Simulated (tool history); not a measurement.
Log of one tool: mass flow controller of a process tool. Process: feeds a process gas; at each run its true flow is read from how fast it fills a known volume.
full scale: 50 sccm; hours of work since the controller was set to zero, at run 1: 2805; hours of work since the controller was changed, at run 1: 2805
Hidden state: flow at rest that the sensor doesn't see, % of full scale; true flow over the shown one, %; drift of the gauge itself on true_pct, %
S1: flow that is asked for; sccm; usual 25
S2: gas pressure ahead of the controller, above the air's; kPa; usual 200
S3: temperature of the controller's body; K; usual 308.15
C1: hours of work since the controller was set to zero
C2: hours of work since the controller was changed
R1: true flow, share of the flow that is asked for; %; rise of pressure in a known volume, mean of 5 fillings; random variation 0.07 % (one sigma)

run	hour	S1	S2	S3	C1	C2	R1
1	0.0	25	200	308.15	2805	2805	98.98
2	98.2	25	200	308.15	2851	2851	99.15
3	232.8	25	200	308.15	2913	2913	99.14
4	333.7	25	200	308.15	2960	2960	99.09
5	449.5	25	200	308.15	3013	3013	99.08
6	614.5	25	251	308.15	3089	3089	98.84
7	761.4	25	200	308.15	3157	3157	99.32
8	860.4	12	200	308.15	3203	3203	98.40
9	1024.7	12	200	308.15	3279	3279	98.42
10	1209.9	12	200	294.15	3365	3365	97.51
11	1424.1	37	200	302.15	3464	3464	99.84
12	1580.1	37	200	302.15	3536	3536	99.85
13	1811.2	37	200	302.15	3642	3642	100.05
14	2037.1	37	200	302.15	3747	3747	100.07
15	2172.4	37	200	302.15	3809	3809	99.96
16	2315.3	37	200	302.15	3875	3875	100.19
17	2498.4	37	144	299.15	3960	3960	100.45

4 ways to go on from here, each from the tool as it stands after run 17. What would each give?
A	2712.7	16	144	312.15	4059	4059	?
B	2712.7	25	200	311.15	4059	4059	?
C	2712.7	25	259	312.15	4059	4059	?
D	2712.7	37	146	294.15	4059	4059	?

run	R1
A	99.99
B	100.02
C	99.77
D	100.03
Without the tool's hidden state the same runs would have given:
run	R1
A	99.12
B	99.16
C	98.91
D	99.17
